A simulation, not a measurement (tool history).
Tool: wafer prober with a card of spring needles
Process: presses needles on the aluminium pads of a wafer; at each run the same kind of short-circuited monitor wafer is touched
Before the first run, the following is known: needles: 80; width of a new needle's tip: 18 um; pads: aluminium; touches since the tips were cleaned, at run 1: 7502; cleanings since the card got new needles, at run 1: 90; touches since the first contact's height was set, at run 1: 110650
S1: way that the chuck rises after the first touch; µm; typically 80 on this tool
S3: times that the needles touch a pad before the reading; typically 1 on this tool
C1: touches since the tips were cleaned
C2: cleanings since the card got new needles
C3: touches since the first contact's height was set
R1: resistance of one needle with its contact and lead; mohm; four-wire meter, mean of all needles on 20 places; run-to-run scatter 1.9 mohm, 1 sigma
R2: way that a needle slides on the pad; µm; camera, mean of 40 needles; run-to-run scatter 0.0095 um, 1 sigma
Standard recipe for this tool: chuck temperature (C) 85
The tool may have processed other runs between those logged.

{"run": 1, "hour": 0.0, "S1": 80, "chuck temperature (C)": 85, "S3": 1, "C1": 7502, "C2": 90, "C3": 110650, "R1": 265, "R2": 16.269}
{"hour": 1.8, "done": "tips cleaned on abrasive film"}
{"hour": 17.4, "done": "tips cleaned on abrasive film"}
{"hour": 20.4, "done": "height of the first contact set anew"}
{"run": 2, "hour": 29.6, "S1": 80, "chuck temperature (C)": 85, "S3": 1, "C1": 6859, "C2": 92, "C3": 5272, "R1": 263, "R2": 16.386}
{"hour": 31.9, "done": "tips cleaned on abrasive film"}
{"hour": 46.7, "done": "tips cleaned on abrasive film"}
{"run": 3, "hour": 57.8, "S1": 80, "chuck temperature (C)": 85, "S3": 1, "C1": 6386, "C2": 94, "C3": 21368, "R1": 264, "R2": 16.343}
{"hour": 62.5, "done": "tips cleaned on abrasive film"}
{"hour": 76.9, "done": "tips cleaned on abrasive film"}
{"run": 4, "hour": 77.3, "S1": 80, "chuck temperature (C)": 85, "S3": 1, "C1": 195, "C2": 96, "C3": 32467, "R1": 208, "R2": 16.345}
{"hour": 94.2, "done": "tips cleaned on abrasive film"}
{"hour": 111.5, "done": "tips cleaned on abrasive film"}
{"run": 5, "hour": 112.1, "S1": 80, "chuck temperature (C)": 85, "S3": 1, "C1": 328, "C2": 98, "C3": 52360, "R1": 219, "R2": 16.312}
{"hour": 127.5, "done": "tips cleaned on abrasive film"}
{"run": 6, "hour": 130.6, "S1": 80, "chuck temperature (C)": 85, "S3": 1, "C1": 1786, "C2": 99, "C3": 62956, "R1": 251, "R2": 16.315}

What does the tool deliver on the next run?
{"hour": 141.6, "done": "tips cleaned on abrasive film"}
{"hour": 156.4, "done": "tips cleaned on abrasive film"}
{"run": 7, "hour": 158.0, "S1": 97, "chuck temperature (C)": 70, "S3": 1, "C1": 908, "C2": 101, "C3": 78623, "R1": "?", "R2": "?"}

Run 7 yielded R1 220 mohm, R2 19.774 µm.
The same run, on a tool lacking any hidden state, would have yielded R1 197 mohm, R2 19.864 µm.
